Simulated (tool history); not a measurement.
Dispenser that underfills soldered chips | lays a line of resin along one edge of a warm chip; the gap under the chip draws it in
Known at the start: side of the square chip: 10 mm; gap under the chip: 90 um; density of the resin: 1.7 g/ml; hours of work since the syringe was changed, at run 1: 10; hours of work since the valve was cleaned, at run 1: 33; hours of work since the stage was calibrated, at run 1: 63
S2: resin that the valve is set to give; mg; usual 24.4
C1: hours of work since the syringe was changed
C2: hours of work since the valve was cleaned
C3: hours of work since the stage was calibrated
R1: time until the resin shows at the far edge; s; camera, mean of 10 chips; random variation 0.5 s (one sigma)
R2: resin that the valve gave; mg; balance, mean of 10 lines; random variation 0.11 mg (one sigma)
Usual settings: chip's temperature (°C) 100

Run 1, hour 0: usual settings; C1 10; C2 33; C3 63. Result: R1 87.5 s, R2 23.38 mg.
At hour 0.7: new syringe of resin.
Run 2, hour 2.3: usual settings but chip's temperature (°C) 97; C1 1; C2 34; C3 65. Result: R1 50.9 s, R2 23.57 mg.
Run 3, hour 7.2: usual settings but chip's temperature (°C) 97; C1 5; C2 38; C3 68. Result: R1 65.9 s, R2 23.42 mg.
Run 4, hour 9.3: usual settings but chip's temperature (°C) 97, S2 28.8 mg; C1 6; C2 39; C3 70. Result: R1 72.8 s, R2 27.61 mg.
Run 5, hour 12.4: usual settings but chip's temperature (°C) 97, S2 28.8 mg; C1 8; C2 42; C3 72. Result: R1 87.1 s, R2 27.66 mg.
At hour 15.1: new syringe of resin.
Run 6, hour 17.5: usual settings but chip's temperature (°C) 97, S2 28.8 mg; C1 2; C2 45; C3 75. Result: R1 51.6 s, R2 27.45 mg.
Run 7, hour 21.7: usual settings but S2 28.8 mg; C1 5; C2 48; C3 78. Result: R1 55.9 s, R2 27.37 mg.
Run 8, hour 25.7: usual settings but S2 28.8 mg; C1 8; C2 51; C3 81. Result: R1 71 s, R2 27.2 mg.
At hour 29.8: new syringe of resin.
Run 9, hour 30.3: usual settings but S2 22.7 mg; C1 0; C2 54; C3 84. Result: R1 42.9 s, R2 21.54 mg.
Run 10, hour 33.7: usual settings but S2 22.7 mg; C1 3; C2 57; C3 87. Result: R1 52.9 s, R2 21.54 mg.
Run 11, hour 37.8: usual settings but chip's temperature (°C) 93, S2 21.8 mg; C1 6; C2 60; C3 90. Result: R1 92.5 s, R2 20.59 mg.
Run 12, hour 41: usual settings but S2 26.5 mg; C1 8; C2 62; C3 92. Result: R1 76.5 s, R2 24.91 mg.
At hour 42.4: dispensing valve cleaned and set on the balance.
At hour 45.3: new syringe of resin.
Run 13, hour 46: usual settings but S2 26.5 mg; C1 1; C2 2; C3 95. Result: R1 43.5 s, R2 26.39 mg.
Run 14, hour 49: usual settings but S2 26.5 mg; C1 3; C2 5; C3 97. Result: R1 50.9 s, R2 26.56 mg.
Run 15, hour 52.9: usual settings but chip's temperature (°C) 99, S2 30.3 mg; C1 6; C2 7; C3 100. Result: R1 66 s, R2 30.33 mg.
Run 16, hour 57.8: usual settings but S2 21.6 mg; C1 9; C2 11; C3 103. Result: R1 85.3 s, R2 21.42 mg.
At hour 59.9: new syringe of resin.
Run 17, hour 60.4: usual settings but chip's temperature (°C) 108, S2 31.6 mg; C1 0; C2 13; C3 105. Result: R1 29.7 s, R2 31.38 mg.

5 ways to go on from here, each from the tool as it stands after run 17. What would each give?
Run A, hour 63: usual settings but chip's temperature (°C) 108, S2 22 mg; C1 2; C2 14; C3 107. Result: R1 ?, R2 ?.
Run B, hour 63: usual settings but chip's temperature (°C) 88, S2 25.8 mg; C1 2; C2 14; C3 107. Result: R1 ?, R2 ?.
Run C, hour 63: usual settings but chip's temperature (°C) 105, S2 31.6 mg; C1 2; C2 14; C3 107. Result: R1 ?, R2 ?.
Run D, hour 63: usual settings but chip's temperature (°C) 98, S2 24.9 mg; C1 2; C2 14; C3 107. Result: R1 ?, R2 ?.
Run E, hour 63: usual settings but chip's temperature (°C) 89, S2 29.3 mg; C1 2; C2 14; C3 107. Result: R1 ?, R2 ?.

run    R1     R2
  A  34.1  21.66
  B  84.6  25.56
  C  38.1  31.07
  D  51.9  24.41
  E  79.7  28.85
Without the tool's hidden state the same runs would have given:
run    R1     R2
  A  28.5  21.96
  B  70.9  25.91
  C    32  31.49
  D  43.5  24.75
  E  66.9  29.25

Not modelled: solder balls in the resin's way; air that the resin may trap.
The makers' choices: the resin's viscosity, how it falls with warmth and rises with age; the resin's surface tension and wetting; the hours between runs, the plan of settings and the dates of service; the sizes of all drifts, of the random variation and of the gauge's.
